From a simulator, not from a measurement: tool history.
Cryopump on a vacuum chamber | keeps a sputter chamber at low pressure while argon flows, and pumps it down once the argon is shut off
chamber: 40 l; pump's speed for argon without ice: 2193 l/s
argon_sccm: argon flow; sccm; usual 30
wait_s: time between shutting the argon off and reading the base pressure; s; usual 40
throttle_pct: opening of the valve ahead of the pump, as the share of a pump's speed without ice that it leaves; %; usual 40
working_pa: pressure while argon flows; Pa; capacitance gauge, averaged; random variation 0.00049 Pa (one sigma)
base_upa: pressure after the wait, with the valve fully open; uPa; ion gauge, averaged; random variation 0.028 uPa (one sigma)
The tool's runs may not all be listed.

run,hour,argon_sccm,wait_s,throttle_pct,working_pa,base_upa
1,0,30,40,40,0.0612,2.51
2,20.9,30,40,40,0.0626,2.58
3,44.2,30,40,40,0.0626,2.53
4,59.2,30,40,48,0.0531,2.57
5,71.4,30,40,52,0.0498,2.57
6,96.1,30,205,52,0.05,1.6
7,111.5,30,205,31,0.0794,1.57
8,135.7,26,205,31,0.0691,1.64
9,153.9,30,36,40,0.0627,2.73
10,175.2,30,40,26,0.095,2.62
11,204,30,40,26,0.095,2.65
12,228.9,30,40,44,0.0578,2.69
13,242.8,30,40,44,0.0584,2.73
14,254.9,30,40,40,0.0638,2.65
15,272,30,40,40,0.0646,2.72
16,295.2,30,40,40,0.0639,2.73
# hour 306.6: pump warmed up, emptied and cooled again
17,321.4,17,32,56,0.024,2.7
18,338.2,15,40,51,0.0229,2.51
19,363.1,30,244,43,0.0544,1.42
20,376.1,30,40,42,0.0566,2.43
21,393.8,47,40,40,0.0912,2.4

Forecast run 22:
22,411.1,24,40,58,?,?

Run 22 gave working_pa 0.0328 Pa, base_upa 2.48 uPa.
Without the tool's hidden state the same run would have given working_pa 0.0319 Pa, base_upa 1.36 uPa.
